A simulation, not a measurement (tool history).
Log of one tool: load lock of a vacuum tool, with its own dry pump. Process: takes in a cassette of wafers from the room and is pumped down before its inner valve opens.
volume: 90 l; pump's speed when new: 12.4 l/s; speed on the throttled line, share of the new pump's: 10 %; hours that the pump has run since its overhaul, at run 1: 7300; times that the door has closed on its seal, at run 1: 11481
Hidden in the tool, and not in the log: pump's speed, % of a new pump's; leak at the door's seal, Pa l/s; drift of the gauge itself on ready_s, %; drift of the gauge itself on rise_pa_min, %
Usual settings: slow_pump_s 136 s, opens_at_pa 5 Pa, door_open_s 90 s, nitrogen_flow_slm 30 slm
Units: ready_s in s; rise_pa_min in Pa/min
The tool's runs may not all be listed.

run      day  slow_pump_s  opens_at_pa  door_open_s  nitrogen_flow_slm  hours that the pump has run since its overhaul  times that the door has closed on its seal  incoming humidity of the room's air, %  ready_s  rise_pa_min
  1    0.000          136            5           90                 30                                            7300                                       11481                                    44.6    197.4        0.174
  2    8.296          136            5           90                 30                                            7499                                       11780                                    46.3    196.9        0.178
  3   14.812          136            5           90                 30                                            7655                                       12015                                    46.1    198.1        0.187
  4   22.900          136            5           90                 30                                            7849                                       12307                                    44.1    196.9        0.186
  5   31.625          136            5           90                 30                                            8058                                       12622                                    43.4    198.3        0.197
  6   40.992          124            5           90                 30                                            8283                                       12960                                    45.7    187.8        0.208
  7   50.112          124            5           90                 30                                            8502                                       13289                                    41.0    187.5        0.217
  8   57.358          124            5           90                 30                                            8676                                       13551                                    47.7    186.2        0.226
  9   63.108          124            5           90                 30                                            8814                                       13758                                    46.5    187.2        0.229
 10   72.825           98            5           90                 30                                            9047                                       14109                                    46.1    165.0        0.240
 11   81.654           98            5           90                 30                                            9259                                       14427                                    47.8    163.6        0.246
 12   87.362           98            5           90                 30                                            9396                                       14633                                    46.0    165.6        0.252
 13   94.575          136            5           25                 30                                            9569                                       14894                                    44.8    199.0        0.256
 14  103.325          136            5           25                 30                                            9779                                       15210                                    44.2    199.3        0.262
 15  109.758          136            5          230                 30                                            9934                                       15442                                    44.0    199.1        0.285
 16  114.646          136            5          230                 30                                           10051                                       15618                                    45.2    198.5        0.282
 17  119.221          161            7           75                 20                                           10161                                       15783                                    47.1    218.8        0.289
 18  127.142           83           10           75                 20                                           10351                                       16069                                    48.6    145.0        0.290
 19  136.800          142            7           90                 30                                           10583                                       16418                                    39.8    200.3        0.309
 20  141.338           82            7           69                 12                                           10692                                       16581                                    45.3    148.2        0.319
 21  146.767           82            7           69                 12                                           10822                                       16777                                    45.1    147.4        0.322
 22  154.558          149            7           69                 12                                           11009                                       17058                                    46.7    207.8        0.331
 23  160.646          149            7           69                 12                                           11155                                       17278                                    43.4    207.4        0.335
 24  166.908          149            7           69                 24                                           11305                                       17504                                    42.9    207.7        0.337
 25  174.212          149            7           69                 24                                           11481                                       17768                                    48.9    208.7        0.354
 26  182.392           82            7           69                 24                                           11677                                       18063                                    42.2    148.9        0.351
 27  191.908          266            5          177                 30                                           11905                                       18406                                    44.3    315.5        0.365
 28  199.504          266            5          177                 30                                           12088                                       18681                                    47.5    314.7        0.377
 29  207.825          167            4          101                 12                                           12287                                       18981                                    43.2    229.8        0.396
 30  215.862          109            9           90                 16                                           12480                                       19271                                    43.6    170.5        0.401
 31  222.788          136            5           90                 26                                           12646                                       19521                                    48.5    200.3        0.398

3 ways to go on from here, each from the tool as it stands after run 31. What would each give?
  A  233.075          136            7           90                 26                                           12893                                       19892                                    45.8        ?            ?
  B  233.075           75            5           87                 26                                           12893                                       19892                                    44.5        ?            ?
  C  233.075          136            8           90                  5                                           12893                                       19892                                    44.2        ?            ?

run  ready_s  rise_pa_min
  A    195.4        0.415
  B    145.4        0.414
  C    195.5        0.426
Without the tool's hidden state the same runs would have given:
run  ready_s  rise_pa_min
  A    191.0        0.009
  B    140.1        0.008
  C    191.2        0.023

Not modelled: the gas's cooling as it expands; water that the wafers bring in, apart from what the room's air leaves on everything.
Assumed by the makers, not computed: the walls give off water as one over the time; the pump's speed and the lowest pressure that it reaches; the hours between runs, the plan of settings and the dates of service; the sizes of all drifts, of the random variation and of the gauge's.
